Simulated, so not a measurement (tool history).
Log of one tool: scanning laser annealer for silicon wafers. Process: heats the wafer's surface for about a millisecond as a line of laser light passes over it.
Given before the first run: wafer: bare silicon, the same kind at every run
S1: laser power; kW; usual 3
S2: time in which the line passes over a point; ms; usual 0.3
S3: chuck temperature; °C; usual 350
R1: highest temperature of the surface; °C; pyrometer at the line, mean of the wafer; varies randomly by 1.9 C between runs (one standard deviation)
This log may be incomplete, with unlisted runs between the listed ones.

run 1 day=0 | S1=3 S2=0.3 S3=350 | R1=1126
run 2 day=1.642 | S1=3 S2=0.3 S3=350 | R1=1126
run 3 day=2.892 | S1=3 S2=0.339 S3=350 | R1=1180
run 4 day=4.608 | S1=3 S2=0.339 S3=350 | R1=1179
run 5 day=6.058 | S1=2.762 S2=0.339 S3=350 | R1=1108
run 6 day=7.071 | S1=2.762 S2=0.339 S3=350 | R1=1116
run 7 day=7.921 | S1=2.762 S2=0.339 S3=350 | R1=1115
run 8 day=8.846 | S1=2.762 S2=0.339 S3=350 | R1=1112
run 9 day=10.129 | S1=2.762 S2=0.339 S3=350 | R1=1115
run 10 day=11.458 | S1=3 S2=0.3 S3=383 | R1=1157
run 11 day=12.488 | S1=3 S2=0.3 S3=383 | R1=1156
run 12 day=13.433 | S1=2.705 S2=0.279 S3=366 | R1=1036
run 13 day=14.538 | S1=3 S2=0.28 S3=388 | R1=1133
run 14 day=15.329 | S1=2.671 S2=0.349 S3=385 | R1=1132
-- day=15.592 window over the wafer cleaned
run 15 day=16.221 | S1=2.671 S2=0.349 S3=385 | R1=1127
run 16 day=17.862 | S1=2.671 S2=0.349 S3=385 | R1=1128
run 17 day=19.567 | S1=2.671 S2=0.349 S3=385 | R1=1129
run 18 day=21.096 | S1=2.671 S2=0.258 S3=388 | R1=1015
run 19 day=22.229 | S1=2.671 S2=0.258 S3=388 | R1=1016
-- day=23.283 window over the wafer cleaned, once more
run 20 day=23.996 | S1=2.671 S2=0.258 S3=388 | R1=1029

What if the next run were any one of these 4? Each begins from the tool's condition after run 20:
run A day=25.796 | S1=3.283 S2=0.213 S3=366 | R1=?
run B day=25.796 | S1=3.294 S2=0.238 S3=388 | R1=?
run C day=25.796 | S1=2.792 S2=0.317 S3=388 | R1=?
run D day=25.796 | S1=3 S2=0.3 S3=348 | R1=?

run=A R1=1065
run=B R1=1136
run=C R1=1132
run=D R1=1123
Had the tool no hidden state, the same runs would have come out as:
run=A R1=1075
run=B R1=1147
run=C R1=1143
run=D R1=1135
